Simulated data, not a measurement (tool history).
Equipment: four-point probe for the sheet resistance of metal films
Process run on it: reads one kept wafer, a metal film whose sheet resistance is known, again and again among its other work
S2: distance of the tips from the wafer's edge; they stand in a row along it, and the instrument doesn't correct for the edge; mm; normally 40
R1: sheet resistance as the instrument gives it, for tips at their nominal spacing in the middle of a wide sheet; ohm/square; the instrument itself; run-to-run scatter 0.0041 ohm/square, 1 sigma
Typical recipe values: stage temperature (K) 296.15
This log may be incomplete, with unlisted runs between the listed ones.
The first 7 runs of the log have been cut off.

{"run": 8, "hour": 671.6, "stage temperature (K)": 296.15, "S2": 40, "R1": 20.378974}
{"run": 9, "hour": 802.4, "stage temperature (K)": 296.15, "S2": 40, "R1": 20.376647}
{"run": 10, "hour": 883.5, "stage temperature (K)": 296.15, "S2": 40, "R1": 20.36762}
{"run": 11, "hour": 964.0, "stage temperature (K)": 294.15, "S2": 40, "R1": 20.347065}
{"run": 12, "hour": 1064.3, "stage temperature (K)": 296.15, "S2": 40, "R1": 20.384651}
{"run": 13, "hour": 1138.0, "stage temperature (K)": 293.15, "S2": 40, "R1": 20.326588}
{"run": 14, "hour": 1246.5, "stage temperature (K)": 296.15, "S2": 59, "R1": 20.373029}
{"run": 15, "hour": 1342.0, "stage temperature (K)": 296.15, "S2": 59, "R1": 20.377052}
{"run": 16, "hour": 1413.0, "stage temperature (K)": 300.15, "S2": 8, "R1": 20.601675}
{"run": 17, "hour": 1492.0, "stage temperature (K)": 296.15, "S2": 15, "R1": 20.419579}
{"run": 18, "hour": 1580.8, "stage temperature (K)": 296.15, "S2": 15, "R1": 20.424591}
{"run": 19, "hour": 1642.4, "stage temperature (K)": 293.15, "S2": 8, "R1": 20.498569}
{"run": 20, "hour": 1736.1, "stage temperature (K)": 301.15, "S2": 3, "R1": 21.595958}
{"run": 21, "hour": 1837.8, "stage temperature (K)": 307.15, "S2": 18, "R1": 20.558169}
{"hour": 1868.8, "done": "stage's thermometer calibrated"}
{"run": 22, "hour": 1932.2, "stage temperature (K)": 305.15, "S2": 10, "R1": 20.607596}
{"run": 23, "hour": 2056.2, "stage temperature (K)": 296.15, "S2": 8, "R1": 20.540305}
{"run": 24, "hour": 2186.9, "stage temperature (K)": 292.15, "S2": 33, "R1": 20.316809}
{"run": 25, "hour": 2263.4, "stage temperature (K)": 292.15, "S2": 33, "R1": 20.320179}
{"run": 26, "hour": 2355.9, "stage temperature (K)": 306.15, "S2": 3, "R1": 21.671135}
{"run": 27, "hour": 2419.1, "stage temperature (K)": 307.15, "S2": 34, "R1": 20.538743}
{"run": 28, "hour": 2509.6, "stage temperature (K)": 306.15, "S2": 13, "R1": 20.577997}
{"run": 29, "hour": 2635.0, "stage temperature (K)": 305.15, "S2": 5, "R1": 20.940162}

The next listed run, before its measurement:
{"hour": 2677.7, "done": "new probe head fitted"}
{"run": 30, "hour": 2692.5, "stage temperature (K)": 299.15, "S2": 17, "R1": "?"}

R1: 20.459462 ohm/square
Take away the tool's hidden state, keep the run-to-run variation as it was, and the same run would have given R1 20.459219 ohm/square.
